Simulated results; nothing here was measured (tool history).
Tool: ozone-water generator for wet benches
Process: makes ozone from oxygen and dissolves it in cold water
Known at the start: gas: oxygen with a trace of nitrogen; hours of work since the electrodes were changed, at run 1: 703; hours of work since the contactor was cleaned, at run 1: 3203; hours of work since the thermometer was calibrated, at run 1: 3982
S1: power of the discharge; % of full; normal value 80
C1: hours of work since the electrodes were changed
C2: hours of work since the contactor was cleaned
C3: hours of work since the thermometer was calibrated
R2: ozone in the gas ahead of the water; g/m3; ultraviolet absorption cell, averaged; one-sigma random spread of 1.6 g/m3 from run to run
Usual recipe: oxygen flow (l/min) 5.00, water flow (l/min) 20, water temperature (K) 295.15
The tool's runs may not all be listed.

Run 1, hour 0.0: usual settings; C1 703; C2 3203; C3 3982. Result: dissolved ozone (ppm) 32.2, R2 294.5 g/m3.
Run 2, hour 59.8: usual settings but S1 86 % of full; C1 746; C2 3246; C3 4025. Result: dissolved ozone (ppm) 33.9, R2 310.1 g/m3.
Run 3, hour 106.5: usual settings but S1 86 % of full; C1 779; C2 3279; C3 4058. Result: dissolved ozone (ppm) 33.7, R2 312.3 g/m3.
Run 4, hour 160.1: usual settings but S1 86 % of full; C1 817; C2 3317; C3 4096. Result: dissolved ozone (ppm) 33.5, R2 308.5 g/m3.
Run 5, hour 203.9: usual settings but S1 86 % of full; C1 848; C2 3348; C3 4127. Result: dissolved ozone (ppm) 33.8, R2 307.8 g/m3.
Run 6, hour 254.7: usual settings but S1 86 % of full; C1 884; C2 3384; C3 4163. Result: dissolved ozone (ppm) 33.7, R2 312.7 g/m3.
Run 7, hour 301.5: usual settings but S1 86 % of full; C1 917; C2 3417; C3 4196. Result: dissolved ozone (ppm) 33.2, R2 308.9 g/m3.
Run 8, hour 378.9: usual settings but S1 86 % of full; C1 972; C2 3472; C3 4251. Result: dissolved ozone (ppm) 33.3, R2 309.0 g/m3.
Run 9, hour 441.9: usual settings but S1 60 % of full; C1 1016; C2 3516; C3 4295. Result: dissolved ozone (ppm) 26.2, R2 241.0 g/m3.
Run 10, hour 503.9: usual settings but S1 60 % of full; C1 1060; C2 3560; C3 4339. Result: dissolved ozone (ppm) 26.2, R2 240.9 g/m3.
Run 11, hour 554.1: usual settings but S1 60 % of full; C1 1096; C2 3596; C3 4375. Result: dissolved ozone (ppm) 25.5, R2 241.8 g/m3.
Run 12, hour 633.7: usual settings but S1 60 % of full; C1 1152; C2 3652; C3 4431. Result: dissolved ozone (ppm) 25.6, R2 239.8 g/m3.
Run 13, hour 700.4: usual settings but S1 60 % of full; C1 1200; C2 3700; C3 4479. Result: dissolved ozone (ppm) 26.1, R2 241.7 g/m3.
Run 14, hour 732.9: usual settings but S1 60 % of full; C1 1223; C2 3723; C3 4502. Result: dissolved ozone (ppm) 26.1, R2 239.1 g/m3.
Run 15, hour 800.9: usual settings; C1 1271; C2 3771; C3 4550. Result: dissolved ozone (ppm) 31.2, R2 290.2 g/m3.
Run 16, hour 864.5: usual settings; C1 1316; C2 3816; C3 4595. Result: dissolved ozone (ppm) 31.6, R2 291.4 g/m3.
Run 17, hour 924.8: usual settings but S1 78 % of full, oxygen flow (l/min) 5.04, water temperature (K) 293.15; C1 1358; C2 3859; C3 4638. Result: dissolved ozone (ppm) 31.4, R2 284.9 g/m3.
Run 18, hour 984.6: usual settings but water temperature (K) 290.15; C1 1401; C2 3901; C3 4680. Result: dissolved ozone (ppm) 33.1, R2 288.4 g/m3.
Run 19, hour 1026.8: usual settings but S1 47 % of full, water flow (l/min) 16, water temperature (K) 290.15; C1 1431; C2 3931; C3 4710. Result: dissolved ozone (ppm) 27.8, R2 203.2 g/m3.
Run 20, hour 1105.0: usual settings but oxygen flow (l/min) 6.02, water temperature (K) 289.15; C1 1486; C2 3986; C3 4765. Result: dissolved ozone (ppm) 34.1, R2 262.2 g/m3.
Run 21, hour 1141.5: usual settings but S1 55 % of full, oxygen flow (l/min) 5.28, water temperature (K) 290.15; C1 1512; C2 4012; C3 4791. Result: dissolved ozone (ppm) 26.1, R2 217.2 g/m3.
Run 22, hour 1201.2: usual settings but S1 74 % of full, water flow (l/min) 25; C1 1554; C2 4054; C3 4833. Result: dissolved ozone (ppm) 24.7, R2 275.3 g/m3.
Run 23, hour 1257.7: usual settings but S1 74 % of full, water flow (l/min) 25; C1 1594; C2 4094; C3 4873. Result: dissolved ozone (ppm) 24.5, R2 274.2 g/m3.
At hour 1264.7: water thermometer calibrated.
Run 24, hour 1319.7: usual settings but S1 78 % of full, water flow (l/min) 16; C1 1638; C2 4138; C3 39. Result: dissolved ozone (ppm) 35.4, R2 281.1 g/m3.
Run 25, hour 1365.4: usual settings but water temperature (K) 290.15; C1 1670; C2 4170; C3 71. Result: dissolved ozone (ppm) 33.1, R2 288.4 g/m3.
Run 26, hour 1417.6: usual settings but water temperature (K) 290.15; C1 1707; C2 4207; C3 108. Result: dissolved ozone (ppm) 32.7, R2 283.5 g/m3.
Run 27, hour 1482.3: usual settings but water flow (l/min) 13, water temperature (K) 303.15; C1 1753; C2 4253; C3 154. Result: dissolved ozone (ppm) 34.8, R2 288.6 g/m3.
Run 28, hour 1557.4: usual settings but oxygen flow (l/min) 6.52, water flow (l/min) 24, water temperature (K) 303.15; C1 1806; C2 4306; C3 207. Result: dissolved ozone (ppm) 23.6, R2 250.3 g/m3.
Run 29, hour 1597.2: usual settings but oxygen flow (l/min) 6.52, water flow (l/min) 24, water temperature (K) 303.15; C1 1834; C2 4334; C3 236. Result: dissolved ozone (ppm) 23.3, R2 249.3 g/m3.
Run 30, hour 1647.3: usual settings but oxygen flow (l/min) 5.29, water temperature (K) 289.15; C1 1870; C2 4370; C3 271. Result: dissolved ozone (ppm) 33.5, R2 276.3 g/m3.

Forecast each of these 4 alternatives for the next run:
Run A, hour 1721.3: usual settings but S1 57 % of full, oxygen flow (l/min) 5.29, water temperature (K) 289.15; C1 1922; C2 4422; C3 323. Result: dissolved ozone (ppm) ?, R2 ?.
Run B, hour 1721.3: usual settings but S1 58 % of full, water flow (l/min) 21; C1 1922; C2 4422; C3 323. Result: dissolved ozone (ppm) ?, R2 ?.
Run C, hour 1721.3: usual settings but oxygen flow (l/min) 5.29, water flow (l/min) 17, water temperature (K) 299.15; C1 1922; C2 4422; C3 323. Result: dissolved ozone (ppm) ?, R2 ?.
Run D, hour 1721.3: usual settings but S1 62 % of full, oxygen flow (l/min) 8.47, water flow (l/min) 26, water temperature (K) 289.15; C1 1922; C2 4422; C3 323. Result: dissolved ozone (ppm) ?, R2 ?.

run  dissolved ozone (ppm)     R2
  A                   26.7  223.3
  B                   23.7  229.7
  C                   31.3  277.4
  D                   23.2  184.0
Take away the tool's hidden state, keep each run's random variation, and the runs would have read:
run  dissolved ozone (ppm)     R2
  A                   29.8  233.3
  B                   26.5  240.2
  C                   35.1  293.3
  D                   26.2  192.9
